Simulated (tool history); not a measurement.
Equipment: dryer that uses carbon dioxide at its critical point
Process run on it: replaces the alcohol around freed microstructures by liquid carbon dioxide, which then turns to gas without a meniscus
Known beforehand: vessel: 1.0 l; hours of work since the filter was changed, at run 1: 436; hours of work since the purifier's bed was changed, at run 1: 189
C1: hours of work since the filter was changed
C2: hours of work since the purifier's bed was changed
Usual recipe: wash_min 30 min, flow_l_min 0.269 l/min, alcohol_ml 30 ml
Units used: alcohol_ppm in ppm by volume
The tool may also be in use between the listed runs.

run 1 hour=0.0 | wash_min=30 flow_l_min=0.269 alcohol_ml=30 | C1=436 C2=189 | alcohol_ppm=209
run 2 hour=13.7 | wash_min=30 flow_l_min=0.269 alcohol_ml=21 | C1=444 C2=197 | alcohol_ppm=138
run 3 hour=24.9 | wash_min=30 flow_l_min=0.269 alcohol_ml=21 | C1=450 C2=203 | alcohol_ppm=164
run 4 hour=37.0 | wash_min=30 flow_l_min=0.274 alcohol_ml=30 | C1=457 C2=210 | alcohol_ppm=200
run 5 hour=50.9 | wash_min=30 flow_l_min=0.391 alcohol_ml=30 | C1=464 C2=217 | alcohol_ppm=37
run 6 hour=69.2 | wash_min=30 flow_l_min=0.391 alcohol_ml=30 | C1=475 C2=227 | alcohol_ppm=47
-- hour=71.9 inlet filter changed
run 7 hour=79.9 | wash_min=30 flow_l_min=0.391 alcohol_ml=30 | C1=4 C2=233 | alcohol_ppm=37
run 8 hour=91.9 | wash_min=30 flow_l_min=0.277 alcohol_ml=30 | C1=11 C2=239 | alcohol_ppm=88
run 9 hour=101.6 | wash_min=30 flow_l_min=0.255 alcohol_ml=118 | C1=16 C2=245 | alcohol_ppm=439
run 10 hour=113.6 | wash_min=45 flow_l_min=0.293 alcohol_ml=107 | C1=23 C2=252 | alcohol_ppm=31
run 11 hour=128.0 | wash_min=20 flow_l_min=0.269 alcohol_ml=28 | C1=31 C2=259 | alcohol_ppm=555
run 12 hour=140.4 | wash_min=23 flow_l_min=0.358 alcohol_ml=32 | C1=38 C2=266 | alcohol_ppm=94
run 13 hour=158.3 | wash_min=23 flow_l_min=0.358 alcohol_ml=32 | C1=48 C2=276 | alcohol_ppm=105
run 14 hour=173.8 | wash_min=23 flow_l_min=0.220 alcohol_ml=32 | C1=57 C2=285 | alcohol_ppm=884
run 15 hour=190.4 | wash_min=48 flow_l_min=0.162 alcohol_ml=108 | C1=66 C2=294 | alcohol_ppm=448

Below, some changes in alcohol_ppm between adjacent runs. For each, the amount present without the hidden state too (settings, incoming material, random variation) and the amount remaining for the hidden state with gauge scatter not shared by both compared results:
The tool's hidden condition here consists of: flow that reaches the vessel past the clogged filter, %; alcohol in the recycled carbon dioxide, ppm; drift of the gauge itself on alcohol_ppm, %.
Run 4 -> 5: flow_l_min 0.274 -> 0.391. alcohol_ppm -163 ppm by volume: hidden state -95, all else -68.
Run 13 -> 14: flow_l_min 0.358 -> 0.220. alcohol_ppm +779 ppm by volume: hidden state +62, all else +717.
